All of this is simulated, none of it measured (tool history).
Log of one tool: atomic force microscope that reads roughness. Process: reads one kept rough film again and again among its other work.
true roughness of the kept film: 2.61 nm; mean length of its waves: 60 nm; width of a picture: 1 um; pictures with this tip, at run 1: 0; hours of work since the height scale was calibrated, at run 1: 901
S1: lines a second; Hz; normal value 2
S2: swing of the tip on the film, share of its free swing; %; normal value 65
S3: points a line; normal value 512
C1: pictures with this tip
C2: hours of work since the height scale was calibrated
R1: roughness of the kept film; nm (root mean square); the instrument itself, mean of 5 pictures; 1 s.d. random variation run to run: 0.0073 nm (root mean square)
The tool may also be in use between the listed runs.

run 1 hour=0 | S1=2 S2=65 S3=512 | C1=0 C2=901 | R1=2.419
run 2 hour=34 | S1=2 S2=65 S3=512 | C1=45 C2=922 | R1=2.409
run 3 hour=69.8 | S1=2 S2=65 S3=512 | C1=92 C2=944 | R1=2.364
-- hour=99.9 new tip fitted
run 4 hour=105.6 | S1=2 S2=65 S3=512 | C1=7 C2=966 | R1=2.421
run 5 hour=122.2 | S1=2 S2=65 S3=512 | C1=29 C2=976 | R1=2.417
run 6 hour=141.3 | S1=2 S2=65 S3=512 | C1=54 C2=988 | R1=2.389
run 7 hour=167.1 | S1=2 S2=65 S3=512 | C1=88 C2=1004 | R1=2.385
-- hour=201.3 new tip fitted
run 8 hour=203.4 | S1=2 S2=65 S3=512 | C1=3 C2=1026 | R1=2.439
run 9 hour=225 | S1=3.96 S2=65 S3=512 | C1=31 C2=1039 | R1=2.258
run 10 hour=257.9 | S1=3.96 S2=65 S3=512 | C1=75 C2=1060 | R1=2.245
run 11 hour=291.7 | S1=1.46 S2=83 S3=512 | C1=120 C2=1081 | R1=2.229
-- hour=303.5 new tip fitted
run 12 hour=319.8 | S1=3.76 S2=65 S3=848 | C1=21 C2=1098 | R1=2.287
run 13 hour=341.8 | S1=3.76 S2=65 S3=848 | C1=50 C2=1111 | R1=2.265
run 14 hour=360.9 | S1=0.93 S2=57 S3=377 | C1=76 C2=1123 | R1=2.524
-- hour=363.8 height scale calibrated on a step standard
run 15 hour=386 | S1=0.88 S2=64 S3=377 | C1=108 C2=14 | R1=2.485
-- hour=406 new tip fitted
run 16 hour=407.9 | S1=1.87 S2=57 S3=512 | C1=2 C2=27 | R1=2.53
run 17 hour=434.9 | S1=1.87 S2=57 S3=512 | C1=38 C2=44 | R1=2.516
run 18 hour=463.5 | S1=2 S2=57 S3=373 | C1=76 C2=61 | R1=2.479
run 19 hour=497.8 | S1=2 S2=57 S3=373 | C1=121 C2=83 | R1=2.46
-- hour=507.7 new tip fitted
run 20 hour=527.9 | S1=1.5 S2=71 S3=512 | C1=27 C2=101 | R1=2.44

Branching from run 20: 5 alternative next runs. What would each branch give?
run A hour=559.5 | S1=0.61 S2=65 S3=512 | C1=69 C2=120 | R1=?
run B hour=559.5 | S1=1.5 S2=71 S3=512 | C1=69 C2=120 | R1=?
run C hour=559.5 | S1=2.92 S2=57 S3=512 | C1=69 C2=120 | R1=?
run D hour=559.5 | S1=2 S2=67 S3=512 | C1=69 C2=120 | R1=?
run E hour=559.5 | S1=1.23 S2=71 S3=512 | C1=69 C2=120 | R1=?

run=A R1=2.534
run=B R1=2.412
run=C R1=2.442
run=D R1=2.403
run=E R1=2.443
With no hidden state in the tool, these same runs would have given:
run=A R1=2.498
run=B R1=2.377
run=C R1=2.406
run=D R1=2.368
run=E R1=2.407
